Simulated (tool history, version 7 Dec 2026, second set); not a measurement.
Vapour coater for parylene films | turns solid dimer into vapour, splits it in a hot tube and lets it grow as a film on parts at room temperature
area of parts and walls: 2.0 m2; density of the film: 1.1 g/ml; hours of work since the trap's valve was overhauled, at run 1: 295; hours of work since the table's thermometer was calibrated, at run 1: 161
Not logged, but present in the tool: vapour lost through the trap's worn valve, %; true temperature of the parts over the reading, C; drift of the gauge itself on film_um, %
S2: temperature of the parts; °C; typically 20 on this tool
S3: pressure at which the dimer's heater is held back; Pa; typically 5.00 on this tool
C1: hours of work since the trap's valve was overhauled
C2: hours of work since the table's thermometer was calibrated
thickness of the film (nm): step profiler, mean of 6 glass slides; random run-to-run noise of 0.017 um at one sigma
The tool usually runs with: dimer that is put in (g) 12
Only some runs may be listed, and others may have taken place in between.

run 1 hour=0.0 | dimer_that_is_put_in_(g)=12 S2=20 S3=5.00 | C1=295 C2=161 | thickness_of_the_film_(nm)=2640
run 2 hour=66.3 | dimer_that_is_put_in_(g)=12 S2=29 S3=5.00 | C1=337 C2=203 | thickness_of_the_film_(nm)=1900
-- hour=106.6 trap's valve overhauled
run 3 hour=118.3 | dimer_that_is_put_in_(g)=12 S2=29 S3=5.00 | C1=7 C2=233 | thickness_of_the_film_(nm)=1730
run 4 hour=194.4 | dimer_that_is_put_in_(g)=12 S2=20 S3=5.00 | C1=56 C2=281 | thickness_of_the_film_(nm)=2380
run 5 hour=264.5 | dimer_that_is_put_in_(g)=12 S2=20 S3=5.00 | C1=100 C2=326 | thickness_of_the_film_(nm)=2330
run 6 hour=302.6 | dimer_that_is_put_in_(g)=12 S2=20 S3=5.00 | C1=124 C2=350 | thickness_of_the_film_(nm)=2300
-- hour=325.2 trap's valve overhauled, once more
run 7 hour=346.8 | dimer_that_is_put_in_(g)=12 S2=20 S3=5.00 | C1=14 C2=375 | thickness_of_the_film_(nm)=2890
run 8 hour=413.2 | dimer_that_is_put_in_(g)=12 S2=20 S3=5.00 | C1=56 C2=417 | thickness_of_the_film_(nm)=2870
run 9 hour=457.4 | dimer_that_is_put_in_(g)=12 S2=17 S3=5.00 | C1=84 C2=445 | thickness_of_the_film_(nm)=3160
run 10 hour=503.9 | dimer_that_is_put_in_(g)=12 S2=20 S3=4.85 | C1=113 C2=475 | thickness_of_the_film_(nm)=2850
run 11 hour=566.3 | dimer_that_is_put_in_(g)=12 S2=20 S3=4.85 | C1=153 C2=514 | thickness_of_the_film_(nm)=2810
run 12 hour=619.6 | dimer_that_is_put_in_(g)=12 S2=20 S3=5.00 | C1=186 C2=548 | thickness_of_the_film_(nm)=2730
run 13 hour=677.1 | dimer_that_is_put_in_(g)=12 S2=20 S3=5.00 | C1=223 C2=584 | thickness_of_the_film_(nm)=2720
run 14 hour=720.6 | dimer_that_is_put_in_(g)=12 S2=20 S3=6.85 | C1=250 C2=612 | thickness_of_the_film_(nm)=2530
run 15 hour=766.1 | dimer_that_is_put_in_(g)=12 S2=20 S3=6.85 | C1=279 C2=641 | thickness_of_the_film_(nm)=2570
run 16 hour=823.2 | dimer_that_is_put_in_(g)=12 S2=30 S3=6.85 | C1=315 C2=677 | thickness_of_the_film_(nm)=1740
run 17 hour=862.8 | dimer_that_is_put_in_(g)=12 S2=30 S3=6.85 | C1=340 C2=702 | thickness_of_the_film_(nm)=1750
-- hour=898.6 trap's valve overhauled
run 18 hour=921.3 | dimer_that_is_put_in_(g)=12 S2=30 S3=6.85 | C1=14 C2=736 | thickness_of_the_film_(nm)=1930
run 19 hour=965.4 | dimer_that_is_put_in_(g)=12 S2=20 S3=5.00 | C1=42 C2=764 | thickness_of_the_film_(nm)=2900
run 20 hour=1042.1 | dimer_that_is_put_in_(g)=17 S2=20 S3=5.00 | C1=91 C2=813 | thickness_of_the_film_(nm)=4080
run 21 hour=1090.9 | dimer_that_is_put_in_(g)=13 S2=14 S3=5.33 | C1=122 C2=844 | thickness_of_the_film_(nm)=3770
run 22 hour=1154.0 | dimer_that_is_put_in_(g)=12 S2=13 S3=5.03 | C1=162 C2=884 | thickness_of_the_film_(nm)=3550
run 23 hour=1229.3 | dimer_that_is_put_in_(g)=12 S2=14 S3=2.79 | C1=209 C2=931 | thickness_of_the_film_(nm)=3700
run 24 hour=1297.3 | dimer_that_is_put_in_(g)=12 S2=14 S3=2.79 | C1=252 C2=974 | thickness_of_the_film_(nm)=3660
run 25 hour=1372.6 | dimer_that_is_put_in_(g)=12 S2=14 S3=2.79 | C1=300 C2=1022 | thickness_of_the_film_(nm)=3600
run 26 hour=1410.4 | dimer_that_is_put_in_(g)=9 S2=24 S3=5.00 | C1=324 C2=1046 | thickness_of_the_film_(nm)=1720
-- hour=1468.6 trap's valve overhauled
run 27 hour=1478.8 | dimer_that_is_put_in_(g)=8 S2=20 S3=5.00 | C1=6 C2=1087 | thickness_of_the_film_(nm)=1960
run 28 hour=1524.1 | dimer_that_is_put_in_(g)=6 S2=20 S3=11.22 | C1=35 C2=1115 | thickness_of_the_film_(nm)=1300
run 29 hour=1596.5 | dimer_that_is_put_in_(g)=12 S2=13 S3=11.07 | C1=81 C2=1161 | thickness_of_the_film_(nm)=3260
run 30 hour=1661.2 | dimer_that_is_put_in_(g)=7 S2=30 S3=5.00 | C1=122 C2=1202 | thickness_of_the_film_(nm)=1160
run 31 hour=1698.1 | dimer_that_is_put_in_(g)=5 S2=20 S3=4.35 | C1=145 C2=1225 | thickness_of_the_film_(nm)=1180
run 32 hour=1766.4 | dimer_that_is_put_in_(g)=5 S2=20 S3=4.35 | C1=188 C2=1269 | thickness_of_the_film_(nm)=1180
run 33 hour=1809.0 | dimer_that_is_put_in_(g)=19 S2=30 S3=10.19 | C1=215 C2=1296 | thickness_of_the_film_(nm)=2730
run 34 hour=1856.4 | dimer_that_is_put_in_(g)=12 S2=12 S3=2.21 | C1=245 C2=1326 | thickness_of_the_film_(nm)=4030
run 35 hour=1927.8 | dimer_that_is_put_in_(g)=12 S2=24 S3=5.00 | C1=291 C2=1371 | thickness_of_the_film_(nm)=2330
run 36 hour=1976.9 | dimer_that_is_put_in_(g)=13 S2=20 S3=5.00 | C1=322 C2=1402 | thickness_of_the_film_(nm)=2840
run 37 hour=2023.4 | dimer_that_is_put_in_(g)=7 S2=21 S3=11.09 | C1=351 C2=1431 | thickness_of_the_film_(nm)=1330
-- hour=2042.1 trap's valve overhauled
run 38 hour=2086.1 | dimer_that_is_put_in_(g)=7 S2=21 S3=11.09 | C1=28 C2=1468 | thickness_of_the_film_(nm)=1470

Here are 5 independent what-if runs from the current tool condition. What would each one return?
run A hour=2154.8 | dimer_that_is_put_in_(g)=10 S2=21 S3=11.09 | C1=71 C2=1512 | thickness_of_the_film_(nm)=?
run B hour=2154.8 | dimer_that_is_put_in_(g)=12 S2=14 S3=2.25 | C1=71 C2=1512 | thickness_of_the_film_(nm)=?
run C hour=2154.8 | dimer_that_is_put_in_(g)=21 S2=13 S3=3.88 | C1=71 C2=1512 | thickness_of_the_film_(nm)=?
run D hour=2154.8 | dimer_that_is_put_in_(g)=14 S2=23 S3=9.08 | C1=71 C2=1512 | thickness_of_the_film_(nm)=?
run E hour=2154.8 | dimer_that_is_put_in_(g)=14 S2=32 S3=3.59 | C1=71 C2=1512 | thickness_of_the_film_(nm)=?

run=A thickness_of_the_film_(nm)=2050
run=B thickness_of_the_film_(nm)=3990
run=C thickness_of_the_film_(nm)=6710
run=D thickness_of_the_film_(nm)=2740
run=E thickness_of_the_film_(nm)=2280
Stripped of hidden state, with their random variation kept, the same runs would have yielded:
run=A thickness_of_the_film_(nm)=2090
run=B thickness_of_the_film_(nm)=4080
run=C thickness_of_the_film_(nm)=6860
run=D thickness_of_the_film_(nm)=2800
run=E thickness_of_the_film_(nm)=2330
